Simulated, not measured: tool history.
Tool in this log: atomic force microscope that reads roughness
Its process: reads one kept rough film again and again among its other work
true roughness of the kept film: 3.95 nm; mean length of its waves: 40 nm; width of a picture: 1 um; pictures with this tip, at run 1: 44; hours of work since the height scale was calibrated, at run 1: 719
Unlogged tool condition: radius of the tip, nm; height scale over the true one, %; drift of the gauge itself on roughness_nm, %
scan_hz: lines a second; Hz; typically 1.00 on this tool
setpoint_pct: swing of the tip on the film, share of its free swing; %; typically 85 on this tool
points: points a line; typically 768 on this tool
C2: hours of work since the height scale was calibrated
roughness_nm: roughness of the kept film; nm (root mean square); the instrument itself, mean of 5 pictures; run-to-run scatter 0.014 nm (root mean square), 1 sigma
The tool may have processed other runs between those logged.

{"run": 1, "day": 0.0, "scan_hz": 1.0, "setpoint_pct": 85, "points": 768, "pictures with this tip": 44, "C2": 719, "roughness_nm": 3.381}
{"run": 2, "day": 1.929, "scan_hz": 1.0, "setpoint_pct": 85, "points": 768, "pictures with this tip": 84, "C2": 745, "roughness_nm": 3.39}
{"run": 3, "day": 3.733, "scan_hz": 1.0, "setpoint_pct": 85, "points": 768, "pictures with this tip": 120, "C2": 768, "roughness_nm": 3.382}
{"run": 4, "day": 4.658, "scan_hz": 1.0, "setpoint_pct": 85, "points": 768, "pictures with this tip": 139, "C2": 780, "roughness_nm": 3.389}
{"run": 5, "day": 6.075, "scan_hz": 1.0, "setpoint_pct": 85, "points": 768, "pictures with this tip": 168, "C2": 798, "roughness_nm": 3.377}
{"run": 6, "day": 8.054, "scan_hz": 1.0, "setpoint_pct": 85, "points": 403, "pictures with this tip": 208, "C2": 824, "roughness_nm": 3.371}
{"run": 7, "day": 9.371, "scan_hz": 1.0, "setpoint_pct": 85, "points": 403, "pictures with this tip": 235, "C2": 841, "roughness_nm": 3.37}
{"run": 8, "day": 10.467, "scan_hz": 1.0, "setpoint_pct": 85, "points": 768, "pictures with this tip": 258, "C2": 856, "roughness_nm": 3.379}
{"run": 9, "day": 11.729, "scan_hz": 1.0, "setpoint_pct": 85, "points": 768, "pictures with this tip": 283, "C2": 872, "roughness_nm": 3.393}
{"day": 12.967, "done": "new tip fitted"}
{"run": 10, "day": 13.679, "scan_hz": 1.0, "setpoint_pct": 55, "points": 768, "pictures with this tip": 15, "C2": 897, "roughness_nm": 3.546}
{"run": 11, "day": 14.608, "scan_hz": 1.0, "setpoint_pct": 85, "points": 657, "pictures with this tip": 34, "C2": 909, "roughness_nm": 3.381}
{"run": 12, "day": 16.246, "scan_hz": 1.0, "setpoint_pct": 85, "points": 768, "pictures with this tip": 67, "C2": 931, "roughness_nm": 3.401}
{"run": 13, "day": 17.258, "scan_hz": 1.0, "setpoint_pct": 85, "points": 768, "pictures with this tip": 88, "C2": 944, "roughness_nm": 3.374}
{"run": 14, "day": 18.75, "scan_hz": 1.0, "setpoint_pct": 85, "points": 540, "pictures with this tip": 118, "C2": 963, "roughness_nm": 3.394}
{"run": 15, "day": 19.925, "scan_hz": 1.0, "setpoint_pct": 85, "points": 768, "pictures with this tip": 142, "C2": 978, "roughness_nm": 3.39}
{"run": 16, "day": 21.883, "scan_hz": 1.0, "setpoint_pct": 85, "points": 928, "pictures with this tip": 182, "C2": 1004, "roughness_nm": 3.39}
{"run": 17, "day": 23.508, "scan_hz": 1.0, "setpoint_pct": 85, "points": 928, "pictures with this tip": 215, "C2": 1025, "roughness_nm": 3.366}
{"run": 18, "day": 24.775, "scan_hz": 1.0, "setpoint_pct": 85, "points": 928, "pictures with this tip": 241, "C2": 1042, "roughness_nm": 3.387}
{"run": 19, "day": 26.821, "scan_hz": 1.02, "setpoint_pct": 71, "points": 354, "pictures with this tip": 283, "C2": 1068, "roughness_nm": 3.465}
{"day": 28.058, "done": "new tip fitted"}
{"run": 20, "day": 28.775, "scan_hz": 1.02, "setpoint_pct": 57, "points": 781, "pictures with this tip": 14, "C2": 1093, "roughness_nm": 3.539}
{"run": 21, "day": 30.829, "scan_hz": 0.9, "setpoint_pct": 63, "points": 712, "pictures with this tip": 56, "C2": 1120, "roughness_nm": 3.545}
{"run": 22, "day": 32.612, "scan_hz": 0.9, "setpoint_pct": 63, "points": 712, "pictures with this tip": 93, "C2": 1143, "roughness_nm": 3.521}
{"run": 23, "day": 33.533, "scan_hz": 0.9, "setpoint_pct": 63, "points": 712, "pictures with this tip": 111, "C2": 1155, "roughness_nm": 3.511}
{"run": 24, "day": 34.942, "scan_hz": 1.0, "setpoint_pct": 64, "points": 768, "pictures with this tip": 140, "C2": 1174, "roughness_nm": 3.524}
{"run": 25, "day": 35.862, "scan_hz": 3.52, "setpoint_pct": 70, "points": 630, "pictures with this tip": 159, "C2": 1186, "roughness_nm": 3.276}
{"run": 26, "day": 37.333, "scan_hz": 2.87, "setpoint_pct": 64, "points": 300, "pictures with this tip": 189, "C2": 1205, "roughness_nm": 3.394}
{"run": 27, "day": 38.796, "scan_hz": 2.87, "setpoint_pct": 64, "points": 300, "pictures with this tip": 219, "C2": 1224, "roughness_nm": 3.348}
{"run": 28, "day": 40.562, "scan_hz": 2.87, "setpoint_pct": 64, "points": 300, "pictures with this tip": 255, "C2": 1247, "roughness_nm": 3.38}
{"run": 29, "day": 41.462, "scan_hz": 2.87, "setpoint_pct": 64, "points": 300, "pictures with this tip": 273, "C2": 1258, "roughness_nm": 3.377}
{"run": 30, "day": 42.379, "scan_hz": 2.87, "setpoint_pct": 64, "points": 300, "pictures with this tip": 292, "C2": 1270, "roughness_nm": 3.374}
{"day": 43.221, "done": "new tip fitted"}
{"run": 31, "day": 44.312, "scan_hz": 2.47, "setpoint_pct": 85, "points": 380, "pictures with this tip": 22, "C2": 1295, "roughness_nm": 3.135}
{"run": 32, "day": 45.292, "scan_hz": 1.21, "setpoint_pct": 79, "points": 559, "pictures with this tip": 42, "C2": 1308, "roughness_nm": 3.406}
{"run": 33, "day": 46.425, "scan_hz": 0.86, "setpoint_pct": 79, "points": 559, "pictures with this tip": 65, "C2": 1323, "roughness_nm": 3.469}
{"run": 34, "day": 48.546, "scan_hz": 0.86, "setpoint_pct": 79, "points": 559, "pictures with this tip": 108, "C2": 1350, "roughness_nm": 3.475}
{"run": 35, "day": 49.492, "scan_hz": 1.16, "setpoint_pct": 85, "points": 257, "pictures with this tip": 128, "C2": 1363, "roughness_nm": 3.319}
{"run": 36, "day": 51.517, "scan_hz": 1.16, "setpoint_pct": 85, "points": 257, "pictures with this tip": 169, "C2": 1389, "roughness_nm": 3.322}

Forecast each of these 4 alternatives for the next run:
{"run": "A", "day": 52.675, "scan_hz": 3.38, "setpoint_pct": 85, "points": 257, "pictures with this tip": 193, "C2": 1404, "roughness_nm": "?"}
{"run": "B", "day": 52.675, "scan_hz": 1.0, "setpoint_pct": 69, "points": 509, "pictures with this tip": 193, "C2": 1404, "roughness_nm": "?"}
{"run": "C", "day": 52.675, "scan_hz": 3.07, "setpoint_pct": 58, "points": 819, "pictures with this tip": 193, "C2": 1404, "roughness_nm": "?"}
{"run": "D", "day": 52.675, "scan_hz": 1.49, "setpoint_pct": 59, "points": 905, "pictures with this tip": 193, "C2": 1404, "roughness_nm": "?"}

run=A roughness_nm=2.951
run=B roughness_nm=3.490
run=C roughness_nm=3.472
run=D roughness_nm=3.504
Without the tool's hidden state the same runs would have given:
run=A roughness_nm=2.957
run=B roughness_nm=3.496
run=C roughness_nm=3.479
run=D roughness_nm=3.511
